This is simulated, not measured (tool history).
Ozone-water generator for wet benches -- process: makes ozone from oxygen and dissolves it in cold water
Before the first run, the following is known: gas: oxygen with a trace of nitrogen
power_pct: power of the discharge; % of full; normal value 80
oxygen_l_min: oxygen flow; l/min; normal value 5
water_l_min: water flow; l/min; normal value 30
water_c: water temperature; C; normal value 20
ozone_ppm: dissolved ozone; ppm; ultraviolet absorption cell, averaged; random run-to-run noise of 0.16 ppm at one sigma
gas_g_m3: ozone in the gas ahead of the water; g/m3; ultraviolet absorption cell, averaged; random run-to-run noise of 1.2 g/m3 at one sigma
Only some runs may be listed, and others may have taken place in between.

{"run": 1, "hour": 0.0, "power_pct": 80, "oxygen_l_min": 5, "water_l_min": 30, "water_c": 20, "ozone_ppm": 21.2, "gas_g_m3": 227.5}
{"run": 2, "hour": 31.0, "power_pct": 80, "oxygen_l_min": 5, "water_l_min": 30, "water_c": 20, "ozone_ppm": 21.2, "gas_g_m3": 226.4}
{"run": 3, "hour": 54.9, "power_pct": 80, "oxygen_l_min": 5, "water_l_min": 30, "water_c": 20, "ozone_ppm": 21, "gas_g_m3": 224.8}
{"run": 4, "hour": 79.7, "power_pct": 80, "oxygen_l_min": 5, "water_l_min": 30, "water_c": 20, "ozone_ppm": 21, "gas_g_m3": 227}
{"run": 5, "hour": 102.7, "power_pct": 80, "oxygen_l_min": 5, "water_l_min": 30, "water_c": 20, "ozone_ppm": 21, "gas_g_m3": 226.8}
{"run": 6, "hour": 135.3, "power_pct": 80, "oxygen_l_min": 5, "water_l_min": 30, "water_c": 20, "ozone_ppm": 21.1, "gas_g_m3": 224.2}
{"run": 7, "hour": 167.2, "power_pct": 41, "oxygen_l_min": 5, "water_l_min": 31, "water_c": 28, "ozone_ppm": 11.1, "gas_g_m3": 133.3}
{"run": 8, "hour": 197.2, "power_pct": 80, "oxygen_l_min": 5, "water_l_min": 30, "water_c": 21, "ozone_ppm": 20.7, "gas_g_m3": 223.2}
{"run": 9, "hour": 227.5, "power_pct": 80, "oxygen_l_min": 5, "water_l_min": 30, "water_c": 21, "ozone_ppm": 20.6, "gas_g_m3": 223}
{"run": 10, "hour": 247.1, "power_pct": 80, "oxygen_l_min": 5, "water_l_min": 27, "water_c": 25, "ozone_ppm": 21.5, "gas_g_m3": 223.2}

Forecast each of these 5 alternatives for the next run:
{"run": "A", "hour": 280.7, "power_pct": 89, "oxygen_l_min": 5, "water_l_min": 38, "water_c": 25, "ozone_ppm": "?", "gas_g_m3": "?"}
{"run": "B", "hour": 280.7, "power_pct": 80, "oxygen_l_min": 5, "water_l_min": 25, "water_c": 19, "ozone_ppm": "?", "gas_g_m3": "?"}
{"run": "C", "hour": 280.7, "power_pct": 62, "oxygen_l_min": 5, "water_l_min": 46, "water_c": 20, "ozone_ppm": "?", "gas_g_m3": "?"}
{"run": "D", "hour": 280.7, "power_pct": 98, "oxygen_l_min": 2.6, "water_l_min": 27, "water_c": 27, "ozone_ppm": "?", "gas_g_m3": "?"}
{"run": "E", "hour": 280.7, "power_pct": 80, "oxygen_l_min": 5, "water_l_min": 27, "water_c": 22, "ozone_ppm": "?", "gas_g_m3": "?"}

run=A ozone_ppm=18 gas_g_m3=241.5
run=B ozone_ppm=24.3 gas_g_m3=221.3
run=C ozone_ppm=12 gas_g_m3=183
run=D ozone_ppm=24.4 gas_g_m3=392.4
run=E ozone_ppm=22.2 gas_g_m3=224
Without the tool's unlogged condition, the same runs would have read:
run=A ozone_ppm=18 gas_g_m3=246.8
run=B ozone_ppm=24.3 gas_g_m3=226.1
run=C ozone_ppm=12 gas_g_m3=187
run=D ozone_ppm=24.5 gas_g_m3=401
run=E ozone_ppm=22.2 gas_g_m3=228.9
